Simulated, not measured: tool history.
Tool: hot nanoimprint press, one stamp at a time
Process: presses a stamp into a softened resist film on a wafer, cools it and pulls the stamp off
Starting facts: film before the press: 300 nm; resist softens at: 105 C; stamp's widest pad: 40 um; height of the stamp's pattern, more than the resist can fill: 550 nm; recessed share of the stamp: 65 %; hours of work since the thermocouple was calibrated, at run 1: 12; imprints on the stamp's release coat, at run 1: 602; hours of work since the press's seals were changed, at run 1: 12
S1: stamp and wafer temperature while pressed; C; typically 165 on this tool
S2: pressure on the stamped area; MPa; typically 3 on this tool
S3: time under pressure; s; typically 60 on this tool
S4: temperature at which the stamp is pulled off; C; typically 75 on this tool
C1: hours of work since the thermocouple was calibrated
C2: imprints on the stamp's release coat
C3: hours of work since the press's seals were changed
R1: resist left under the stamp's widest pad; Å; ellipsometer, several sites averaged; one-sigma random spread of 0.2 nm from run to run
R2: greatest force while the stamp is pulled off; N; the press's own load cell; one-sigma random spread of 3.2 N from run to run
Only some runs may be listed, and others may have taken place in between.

run   hour   S1    S2  S3  S4   C1    C2   C3    R1   R2
  1      0  165     3  60  75   12   602   12  1157  172
  2   54.5  165     3  60  75   38   775   38  1156  181
  3   80.5  165     3  60  75   50   858   50  1152  176
  4  128.4  165     3  60  75   72  1010   72  1154  180
  5  181.7  165     3  60  80   97  1179   97  1149  163
  6  222.6  165     3  60  80  117  1309  117  1150  155
  7  250.3  165     3  60  80  130  1397  130  1150  165
     263.8  -- stamp cleaned and given a new release coat
  8  283.2  165  2.87  60  80  142    62  142  1179  133
     291.1  -- plate thermocouple calibrated
  9  331.1  165     3  60  75   19   204  164  1143  158
 10  375.4  165     3  60  75   40   345  184  1135  159
 11  411.7  175  4.02  62  80   57   460  201   642  143
 12  444.7  166  2.94  60  76   72   565  217  1109  153
 13  494.9  165  2.95  84  75   96   725  241  1023  171
 14    528  165  1.87  57  75  111   830  256  1498  171
 15  563.9  168     3  41  75  128   944  273  1151  182
 16  604.2  168     3  41  75  147  1072  292  1150  179
 17    631  155     3  49  74  160  1157  305  1810  183
     648.4  -- plate thermocouple calibrated, once more
 18  677.8  169     3  49  67   14  1296  325  1073  223

What does the tool deliver on the next run?
     722.4  -- stamp cleaned and given a new release coat
 19  738.8  169   3  49  67  40  52  351   ?   ?

R1: 1070 Å
R2: 186 N
Had the tool carried no hidden state, the very same run would have given R1 1055 Å, R2 185 N.

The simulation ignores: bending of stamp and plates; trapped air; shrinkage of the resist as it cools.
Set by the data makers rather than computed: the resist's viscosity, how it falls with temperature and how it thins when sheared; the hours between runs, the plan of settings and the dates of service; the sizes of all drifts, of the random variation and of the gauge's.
